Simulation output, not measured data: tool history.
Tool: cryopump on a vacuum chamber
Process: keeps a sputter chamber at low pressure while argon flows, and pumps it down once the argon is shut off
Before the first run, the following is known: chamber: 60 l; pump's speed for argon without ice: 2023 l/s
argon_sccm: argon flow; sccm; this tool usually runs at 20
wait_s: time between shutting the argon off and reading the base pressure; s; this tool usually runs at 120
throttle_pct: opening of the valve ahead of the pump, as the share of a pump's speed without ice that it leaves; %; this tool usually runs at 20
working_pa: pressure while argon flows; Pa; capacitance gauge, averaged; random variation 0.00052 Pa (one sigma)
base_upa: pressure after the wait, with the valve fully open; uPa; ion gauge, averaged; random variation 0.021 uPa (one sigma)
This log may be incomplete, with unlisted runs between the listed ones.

run 1 hour=0 | argon_sccm=20 wait_s=120 throttle_pct=20 | working_pa=0.0848 base_upa=1.04
run 2 hour=21.7 | argon_sccm=30 wait_s=120 throttle_pct=20 | working_pa=0.1276 base_upa=1.04
run 3 hour=45.2 | argon_sccm=30 wait_s=120 throttle_pct=20 | working_pa=0.1266 base_upa=1.08
run 4 hour=62.1 | argon_sccm=20 wait_s=120 throttle_pct=20 | working_pa=0.0853 base_upa=1.12
run 5 hour=88.8 | argon_sccm=20 wait_s=120 throttle_pct=20 | working_pa=0.0859 base_upa=1.07
run 6 hour=118.5 | argon_sccm=20 wait_s=120 throttle_pct=20 | working_pa=0.085 base_upa=1.14
run 7 hour=151.5 | argon_sccm=20 wait_s=120 throttle_pct=20 | working_pa=0.0863 base_upa=1.18
run 8 hour=189.2 | argon_sccm=20 wait_s=186 throttle_pct=20 | working_pa=0.0872 base_upa=1.1
run 9 hour=225.7 | argon_sccm=20 wait_s=186 throttle_pct=20 | working_pa=0.0867 base_upa=1.1
run 10 hour=265.5 | argon_sccm=20 wait_s=36 throttle_pct=56 | working_pa=0.0339 base_upa=2.11
run 11 hour=296.8 | argon_sccm=20 wait_s=36 throttle_pct=56 | working_pa=0.0343 base_upa=2.14
run 12 hour=327.1 | argon_sccm=25 wait_s=21 throttle_pct=38 | working_pa=0.0614 base_upa=3.04
run 13 hour=346.8 | argon_sccm=27 wait_s=293 throttle_pct=20 | working_pa=0.1196 base_upa=1.19
run 14 hour=378.9 | argon_sccm=20 wait_s=62 throttle_pct=33 | working_pa=0.0569 base_upa=1.77
run 15 hour=417.6 | argon_sccm=11 wait_s=70 throttle_pct=59 | working_pa=0.0188 base_upa=1.74

Run 16, settings as shown, results not yet in. Your forecast:
run 16 hour=454.1 | argon_sccm=20 wait_s=256 throttle_pct=36 | working_pa=? base_upa=?

working_pa: 0.0534 Pa
base_upa: 1.37 uPa
Had the tool carried no hidden state, the very same run would have given working_pa 0.0465 Pa, base_upa 0.28 uPa.
